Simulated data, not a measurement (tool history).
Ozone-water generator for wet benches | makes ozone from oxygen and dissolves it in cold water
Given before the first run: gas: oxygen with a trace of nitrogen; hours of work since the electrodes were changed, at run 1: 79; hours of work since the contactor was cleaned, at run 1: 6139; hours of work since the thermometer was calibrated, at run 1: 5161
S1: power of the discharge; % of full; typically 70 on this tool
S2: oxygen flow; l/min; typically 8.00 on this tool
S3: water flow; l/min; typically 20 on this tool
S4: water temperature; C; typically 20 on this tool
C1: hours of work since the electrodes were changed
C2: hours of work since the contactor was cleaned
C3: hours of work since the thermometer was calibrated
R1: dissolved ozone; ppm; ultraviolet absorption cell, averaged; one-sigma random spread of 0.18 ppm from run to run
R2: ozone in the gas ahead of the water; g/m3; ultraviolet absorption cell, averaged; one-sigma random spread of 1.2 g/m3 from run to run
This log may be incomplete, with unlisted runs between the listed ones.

run 1 hour=0.0 | S1=70 S2=8.00 S3=20 S4=20 | C1=79 C2=6139 C3=5161 | R1=23.7 R2=221.3
run 2 hour=19.6 | S1=70 S2=8.00 S3=20 S4=13 | C1=96 C2=6156 C3=5179 | R1=26.5 R2=220.7
run 3 hour=54.9 | S1=70 S2=8.00 S3=31 S4=20 | C1=129 C2=6189 C3=5211 | R1=17.6 R2=220.3
-- hour=70.3 water thermometer calibrated
run 4 hour=78.8 | S1=70 S2=8.00 S3=31 S4=20 | C1=150 C2=6210 C3=8 | R1=17.5 R2=219.1
run 5 hour=101.8 | S1=70 S2=8.00 S3=31 S4=20 | C1=171 C2=6231 C3=29 | R1=17.5 R2=220.7
run 6 hour=133.0 | S1=70 S2=8.00 S3=20 S4=15 | C1=199 C2=6259 C3=57 | R1=25.8 R2=218.9
-- hour=135.5 water thermometer calibrated, once more
run 7 hour=151.3 | S1=70 S2=8.00 S3=20 S4=15 | C1=216 C2=6276 C3=14 | R1=26.2 R2=221.0
run 8 hour=186.6 | S1=70 S2=8.00 S3=20 S4=15 | C1=248 C2=6308 C3=47 | R1=26.2 R2=219.3
run 9 hour=226.2 | S1=70 S2=8.00 S3=20 S4=20 | C1=284 C2=6344 C3=83 | R1=23.8 R2=218.9
run 10 hour=244.2 | S1=70 S2=8.00 S3=20 S4=13 | C1=300 C2=6360 C3=99 | R1=26.8 R2=217.3
run 11 hour=284.4 | S1=70 S2=8.00 S3=14 S4=15 | C1=337 C2=6397 C3=136 | R1=32.3 R2=217.2
run 12 hour=305.8 | S1=70 S2=8.00 S3=14 S4=15 | C1=356 C2=6417 C3=155 | R1=32.9 R2=218.7
run 13 hour=344.9 | S1=49 S2=12.73 S3=26 S4=16 | C1=392 C2=6452 C3=191 | R1=15.9 R2=130.7
run 14 hour=384.8 | S1=82 S2=12.73 S3=26 S4=22 | C1=429 C2=6489 C3=227 | R1=20.1 R2=184.8
run 15 hour=420.2 | S1=93 S2=4.68 S3=22 S4=22 | C1=461 C2=6521 C3=260 | R1=27.2 R2=358.8
run 16 hour=447.6 | S1=70 S2=8.00 S3=19 S4=17 | C1=486 C2=6546 C3=285 | R1=25.5 R2=217.5
run 17 hour=479.8 | S1=70 S2=8.00 S3=19 S4=17 | C1=515 C2=6575 C3=314 | R1=26.0 R2=215.6
run 18 hour=512.0 | S1=70 S2=8.00 S3=19 S4=17 | C1=545 C2=6605 C3=343 | R1=26.2 R2=217.7
run 19 hour=532.9 | S1=70 S2=8.00 S3=19 S4=26 | C1=564 C2=6624 C3=362 | R1=22.0 R2=217.5
run 20 hour=568.7 | S1=64 S2=10.40 S3=14 S4=12 | C1=596 C2=6656 C3=395 | R1=30.1 R2=175.5

What if the next run were any one of these 3? Each begins from the tool's condition after run 20:
run A hour=589.4 | S1=64 S2=5.76 S3=14 S4=12 | C1=615 C2=6675 C3=414 | R1=? R2=?
run B hour=589.4 | S1=62 S2=8.00 S3=20 S4=20 | C1=615 C2=6675 C3=414 | R1=? R2=?
run C hour=589.4 | S1=53 S2=11.27 S3=17 S4=12 | C1=615 C2=6675 C3=414 | R1=? R2=?

run=A R1=33.8 R2=246.0
run=B R1=21.6 R2=199.3
run=C R1=24.0 R2=147.2
The same runs, with their run-to-run variation unchanged, on a tool lacking any hidden condition would have given:
run=A R1=35.9 R2=250.7
run=B R1=23.1 R2=203.1
run=C R1=25.4 R2=149.6
